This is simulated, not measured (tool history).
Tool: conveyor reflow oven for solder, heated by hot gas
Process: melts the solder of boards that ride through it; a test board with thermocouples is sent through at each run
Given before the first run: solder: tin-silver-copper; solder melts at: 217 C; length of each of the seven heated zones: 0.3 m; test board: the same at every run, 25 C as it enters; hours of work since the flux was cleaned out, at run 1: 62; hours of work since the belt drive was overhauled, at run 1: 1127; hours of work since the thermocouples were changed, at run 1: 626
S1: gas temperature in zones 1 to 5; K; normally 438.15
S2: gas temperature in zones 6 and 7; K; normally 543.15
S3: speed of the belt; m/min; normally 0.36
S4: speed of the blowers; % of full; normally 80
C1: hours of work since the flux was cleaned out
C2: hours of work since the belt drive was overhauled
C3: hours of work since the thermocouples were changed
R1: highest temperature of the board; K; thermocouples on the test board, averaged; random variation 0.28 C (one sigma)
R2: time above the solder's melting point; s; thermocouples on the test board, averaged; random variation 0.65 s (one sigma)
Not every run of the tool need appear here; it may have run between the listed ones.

run	hour	S1	S2	S3	S4	C1	C2	C3	R1	R2
1	0	438.15	543.15	0.36	80	62	1127	626	528.55	76.3
2	89.7	438.15	543.15	0.36	80	118	1182	681	528.45	76.1
# hour 124.1: belt drive overhauled, speed set with a stopwatch
3	166.5	438.15	543.15	0.36	80	163	26	726	528.85	79.7
4	218.8	438.15	543.15	0.375	80	195	58	758	527.45	74
5	277.5	438.15	543.15	0.375	80	231	95	795	527.15	73.9
6	319.2	438.15	543.15	0.375	80	257	120	820	527.55	73.9
# hour 340.2: thermocouples of zones 6 and 7 changed
7	368.7	438.15	543.15	0.375	80	286	149	18	527.85	72.9
# hour 392.9: flux residue cleaned out of gas plates and filters
# hour 418.1: belt drive overhauled, speed set with a stopwatch, once more
8	431.1	438.15	543.15	0.36	80	21	8	50	527.45	72.9
9	513.2	434.15	552.15	0.36	80	72	59	101	535.25	77.5
10	561.7	434.15	552.15	0.36	80	102	88	131	535.05	76.9
11	600.5	429.15	552.15	0.321	76	125	112	155	537.25	87
12	640.9	438.15	537.15	0.36	80	150	137	180	522.45	68.4
13	694.4	438.15	537.15	0.36	80	183	170	213	521.85	68.2
14	748.7	440.15	537.15	0.408	80	217	204	246	518.05	54.8
15	824.9	433.15	543.15	0.36	85	264	251	293	527.65	72.4
16	865.4	437.15	545.15	0.315	57	289	276	318	526.25	81.3

Each row is a separate what-if for the run after 16, all from the same tool condition, not one after another. Results?
# hour 882.2: flux residue cleaned out of gas plates and filters
A	961.7	438.15	540.15	0.36	55	49	332	374	?	?
# hour 882.2: flux residue cleaned out of gas plates and filters
B	961.7	433.15	545.15	0.386	74	49	332	374	?	?
# hour 882.2: flux residue cleaned out of gas plates and filters
C	961.7	448.15	543.15	0.36	80	49	332	374	?	?
# hour 882.2: flux residue cleaned out of gas plates and filters
D	961.7	452.15	545.15	0.315	57	49	332	374	?	?

run	R1	R2
A	517.65	60.3
B	524.75	62.2
C	529.95	80.3
D	530.05	93.4
The same runs, with their run-to-run variation unchanged, on a tool lacking any hidden condition would have given:
run	R1	R2
A	516.55	58.5
B	523.75	60.8
C	528.95	78.9
D	528.95	91.7
